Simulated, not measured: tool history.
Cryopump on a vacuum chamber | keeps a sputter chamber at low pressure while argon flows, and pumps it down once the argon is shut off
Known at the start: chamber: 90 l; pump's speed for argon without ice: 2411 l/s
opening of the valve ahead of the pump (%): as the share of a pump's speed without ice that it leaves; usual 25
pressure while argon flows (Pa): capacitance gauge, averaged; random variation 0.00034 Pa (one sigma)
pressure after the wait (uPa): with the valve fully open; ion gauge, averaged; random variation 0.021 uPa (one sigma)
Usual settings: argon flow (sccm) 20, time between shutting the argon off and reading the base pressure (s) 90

run,day,argon flow (sccm),time between shutting the argon off and reading the base pressure (s),opening of the valve ahead of the pump (%),pressure while argon flows (Pa),pressure after the wait (uPa)
1,0.000,20,90,25,0.0562,1.09
2,2.408,12,90,25,0.0349,1.13
3,6.567,12,90,25,0.0335,1.13
4,10.321,20,90,25,0.0568,1.14
5,12.779,20,90,18,0.0788,1.19
6,16.258,20,90,32,0.0456,1.16
7,19.333,18,90,25,0.0515,1.24
8,21.392,20,90,25,0.0578,1.28
9,24.654,9,90,25,0.0258,1.31
10,27.096,9,90,25,0.0261,1.31
11,31.175,9,90,25,0.0255,1.32
12,33.058,9,90,25,0.0258,1.30
13,35.292,20,90,24,0.0602,1.37
14,37.717,20,90,18,0.0802,1.37
15,39.729,20,90,18,0.0800,1.43
16,43.708,20,90,18,0.0805,1.43
17,46.942,20,90,41,0.0367,1.46
18,49.954,8,38,56,0.0110,2.06
19,52.708,8,38,56,0.0112,2.01
20,55.762,19,20,32,0.0445,2.96
21,58.708,19,20,32,0.0445,2.99
22,62.838,23,271,24,0.0712,1.34
23,66.500,23,271,24,0.0712,1.44
24,70.358,23,271,24,0.0677,1.20
25,74.633,10,129,15,0.0472,1.35
26,78.117,10,129,15,0.0472,1.35
27,80.942,11,32,48,0.0164,2.17
28,84.721,20,37,25,0.0580,2.08
29,88.092,20,37,25,0.0570,2.09
30,92.292,9,140,40,0.0162,1.42
31,94.175,9,203,40,0.0163,1.40
32,97.042,30,78,45,0.0493,1.69
33,99.804,9,78,45,0.0148,1.74
34,102.325,20,138,28,0.0518,1.56

Taken out of this log: 1 entry between the listed runs. Where each belongs, and how the hidden state differs across it:
Between runs 23 and 24: pump warmed up, emptied and cooled again (day 69.146)
  pump's speed, % of a pump's without ice: 80.5 -> 99.6; cold plate's temperature, K: 12.75 -> 12.76; leak into the chamber, uPa l/s: 2418 -> 2464
  measured less the result without the state, pressure while argon flows (Pa): +0.0042 -> +0.0003; pressure after the wait (uPa): +1.17 -> +0.94
